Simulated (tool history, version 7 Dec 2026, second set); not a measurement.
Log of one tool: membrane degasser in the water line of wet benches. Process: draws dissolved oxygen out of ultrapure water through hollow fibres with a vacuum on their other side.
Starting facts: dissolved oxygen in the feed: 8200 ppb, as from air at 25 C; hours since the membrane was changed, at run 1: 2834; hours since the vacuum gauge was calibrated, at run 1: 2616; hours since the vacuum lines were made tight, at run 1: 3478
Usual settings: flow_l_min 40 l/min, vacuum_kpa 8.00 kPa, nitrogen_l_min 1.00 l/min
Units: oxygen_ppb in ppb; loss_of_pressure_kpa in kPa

run	hour	flow_l_min	vacuum_kpa	nitrogen_l_min	hours since the membrane was changed	hours since the vacuum gauge was calibrated	hours since the vacuum lines were made tight	oxygen_ppb	loss_of_pressure_kpa
1	0.0	40	8.00	1.00	2834	2616	3478	378.4	38.27
2	62.3	40	8.00	1.00	2896	2678	3540	377.8	37.96
3	164.0	40	8.00	1.00	2997	2780	3642	380.5	38.05
4	238.9	40	8.00	1.00	3072	2855	3717	379.4	38.16
5	319.0	40	8.00	1.00	3152	2935	3797	377.9	38.17
6	385.1	47	8.00	1.00	3219	3001	3863	428.9	45.11
7	443.0	47	8.00	1.00	3277	3059	3921	430.0	44.94
8	503.3	47	8.00	1.00	3337	3119	3981	428.9	45.06
9	610.0	47	8.00	2.12	3444	3226	4088	237.9	45.03
10	676.7	47	8.00	2.12	3510	3292	4155	236.6	44.94
11	741.6	40	8.00	0.44	3575	3357	4220	669.4	38.17
12	851.1	40	8.00	0.44	3685	3467	4329	669.4	38.15
13	951.3	40	8.00	0.44	3785	3567	4429	669.6	38.56
14	1042.8	40	8.00	0.44	3876	3658	4521	666.4	38.21
15	1161.3	40	8.00	0.44	3995	3777	4639	670.7	38.58
16	1279.6	43	8.00	1.00	4113	3895	4758	401.1	41.28
17	1353.9	26	8.00	2.86	4187	3970	4832	106.0	24.91
18	1420.5	31	16.95	0.68	4254	4036	4898	1092.5	29.52
19	1538.4	40	8.00	1.54	4372	4154	5016	270.0	38.38
20	1611.3	40	8.00	1.54	4445	4227	5089	270.2	38.39
21	1661.7	41	16.71	0.80	4495	4277	5140	1178.4	39.16
# hour 1668.7: vacuum gauge calibrated
22	1740.5	40	8.00	1.03	4573	72	5218	374.5	38.60
23	1859.1	40	8.00	1.03	4692	190	5336	373.5	38.78
24	1964.2	24	8.85	2.96	4797	295	5442	112.4	23.12
25	2041.7	33	4.99	1.00	4875	373	5519	131.8	31.89
26	2147.9	33	4.99	1.00	4981	479	5625	131.8	31.72
# hour 2223.7: vacuum gauge calibrated, once more
27	2249.0	59	10.52	2.49	5082	25	5726	374.4	56.49
28	2325.2	61	8.94	2.49	5158	101	5802	306.9	58.89

Run 29 comes next. What will it give?
29	2429.5	40	5.89	1.00	5262	206	5906	?	?

oxygen_ppb: 213.7 ppb
loss_of_pressure_kpa: 38.17 kPa
Without the tool's hidden state the same run would have given oxygen_ppb 213.6 ppb, loss_of_pressure_kpa 37.24 kPa.
